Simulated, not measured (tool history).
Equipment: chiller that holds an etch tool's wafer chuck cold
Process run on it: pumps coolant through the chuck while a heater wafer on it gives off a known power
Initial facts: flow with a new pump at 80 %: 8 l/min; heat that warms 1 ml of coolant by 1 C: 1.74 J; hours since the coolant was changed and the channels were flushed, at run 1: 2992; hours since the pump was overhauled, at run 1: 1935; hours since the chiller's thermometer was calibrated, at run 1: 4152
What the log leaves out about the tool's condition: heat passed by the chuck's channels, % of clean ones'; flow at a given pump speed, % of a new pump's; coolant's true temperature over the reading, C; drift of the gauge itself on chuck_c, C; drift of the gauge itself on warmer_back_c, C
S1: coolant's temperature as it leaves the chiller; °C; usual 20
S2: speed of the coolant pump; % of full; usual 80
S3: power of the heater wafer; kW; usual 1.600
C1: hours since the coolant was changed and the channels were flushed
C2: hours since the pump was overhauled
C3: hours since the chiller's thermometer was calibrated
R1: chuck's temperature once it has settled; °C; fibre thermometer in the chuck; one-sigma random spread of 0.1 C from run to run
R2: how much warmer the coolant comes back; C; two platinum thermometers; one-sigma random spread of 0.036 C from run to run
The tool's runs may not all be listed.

Run 1, hour 0.0: usual settings; C1 2992; C2 1935; C3 4152. Result: R1 35.1 °C, R2 6.93 C.
Run 2, hour 31.5: usual settings but S2 87 % of full; C1 3023; C2 1967; C3 4183. Result: R1 34.2 °C, R2 6.30 C.
Run 3, hour 59.1: usual settings but S1 21 °C; C1 3051; C2 1995; C3 4211. Result: R1 36.2 °C, R2 6.92 C.
Run 4, hour 94.4: usual settings but S1 21 °C; C1 3086; C2 2030; C3 4246. Result: R1 36.1 °C, R2 6.98 C.
Run 5, hour 136.2: usual settings but S1 21 °C; C1 3128; C2 2072; C3 4288. Result: R1 36.1 °C, R2 6.94 C.
Run 6, hour 186.6: usual settings but S1 25 °C; C1 3178; C2 2122; C3 4339. Result: R1 40.0 °C, R2 7.00 C.
Run 7, hour 226.6: usual settings but S1 25 °C; C1 3218; C2 2162; C3 4378. Result: R1 40.0 °C, R2 6.98 C.
Run 8, hour 259.1: usual settings but S1 25 °C; C1 3251; C2 2195; C3 4411. Result: R1 40.2 °C, R2 6.98 C.
Run 9, hour 310.1: usual settings but S1 25 °C; C1 3302; C2 2246; C3 4462. Result: R1 40.0 °C, R2 7.02 C.
Run 10, hour 338.8: usual settings but S1 25 °C, S3 1.266 kW; C1 3331; C2 2274; C3 4491. Result: R1 36.9 °C, R2 5.58 C.
Run 11, hour 374.5: usual settings but S1 25 °C, S3 1.266 kW; C1 3366; C2 2310; C3 4526. Result: R1 37.0 °C, R2 5.59 C.
Run 12, hour 411.3: usual settings but S1 25 °C, S3 1.266 kW; C1 3403; C2 2347; C3 4563. Result: R1 36.8 °C, R2 5.64 C.
Run 13, hour 465.9: usual settings; C1 3458; C2 2401; C3 4618. Result: R1 35.1 °C, R2 7.12 C.
Run 14, hour 494.5: usual settings; C1 3486; C2 2430; C3 4646. Result: R1 35.2 °C, R2 7.11 C.
Run 15, hour 547.8: usual settings but S2 77 % of full, S3 1.572 kW; C1 3540; C2 2483; C3 4700. Result: R1 35.4 °C, R2 7.29 C.
Run 16, hour 593.7: usual settings but S1 17 °C, S2 63 % of full, S3 1.098 kW; C1 3586; C2 2529; C3 4746. Result: R1 29.8 °C, R2 6.26 C.
Run 17, hour 638.3: usual settings but S1 21 °C, S3 1.991 kW; C1 3630; C2 2574; C3 4790. Result: R1 39.9 °C, R2 8.85 C.
Run 18, hour 698.7: usual settings but S3 2.348 kW; C1 3691; C2 2634; C3 4851. Result: R1 42.2 °C, R2 10.43 C.
Run 19, hour 739.4: usual settings but S1 15 °C, S2 82 % of full, S3 1.474 kW; C1 3731; C2 2675; C3 4891. Result: R1 28.5 °C, R2 6.46 C.
At hour 762.6: gauge calibrated.
Run 20, hour 799.3: usual settings but S1 21 °C, S3 1.805 kW; C1 3791; C2 2735; C3 4951. Result: R1 38.0 °C, R2 7.77 C.
Run 21, hour 853.5: usual settings but S1 21 °C, S3 1.805 kW; C1 3845; C2 2789; C3 5005. Result: R1 38.1 °C, R2 7.81 C.
Run 22, hour 894.3: usual settings but S1 22 °C, S2 68 % of full, S3 1.805 kW; C1 3886; C2 2830; C3 5046. Result: R1 41.7 °C, R2 9.19 C.
Run 23, hour 948.1: usual settings but S2 79 % of full, S3 0.876 kW; C1 3940; C2 2884; C3 5100. Result: R1 28.5 °C, R2 3.93 C.
Run 24, hour 1009.0: usual settings but S2 79 % of full, S3 0.876 kW; C1 4001; C2 2944; C3 5161. Result: R1 28.4 °C, R2 3.90 C.
Run 25, hour 1065.4: usual settings but S2 79 % of full, S3 0.876 kW; C1 4057; C2 3001; C3 5217. Result: R1 28.2 °C, R2 3.97 C.

Consider 5 possible next runs. They are alternatives, not a sequence: every one starts from the tool as it was left by run 25. What does each give?
Run A, hour 1092.4: usual settings but S1 13 °C, S2 75 % of full, S3 0.896 kW; C1 4084; C2 3028; C3 5244. Result: R1 ?, R2 ?.
Run B, hour 1092.4: usual settings but S2 93 % of full, S3 0.960 kW; C1 4084; C2 3028; C3 5244. Result: R1 ?, R2 ?.
Run C, hour 1092.4: usual settings but S1 29 °C, S2 79 % of full, S3 0.876 kW; C1 4084; C2 3028; C3 5244. Result: R1 ?, R2 ?.
Run D, hour 1092.4: usual settings but S1 15 °C, S2 95 % of full, S3 1.055 kW; C1 4084; C2 3028; C3 5244. Result: R1 ?, R2 ?.
Run E, hour 1092.4: usual settings but S1 11 °C, S2 84 % of full, S3 1.893 kW; C1 4084; C2 3028; C3 5244. Result: R1 ?, R2 ?.

run    R1    R2
  A  22.1  4.25
  B  27.7  3.74
  C  37.2  3.97
  D  23.6  3.95
  E  28.0  7.87
With the hidden condition removed and each run's random variation left untouched, the same runs would have given:
run    R1    R2
  A  22.1  4.11
  B  27.7  3.60
  C  37.2  3.83
  D  23.6  3.81
  E  28.0  7.73
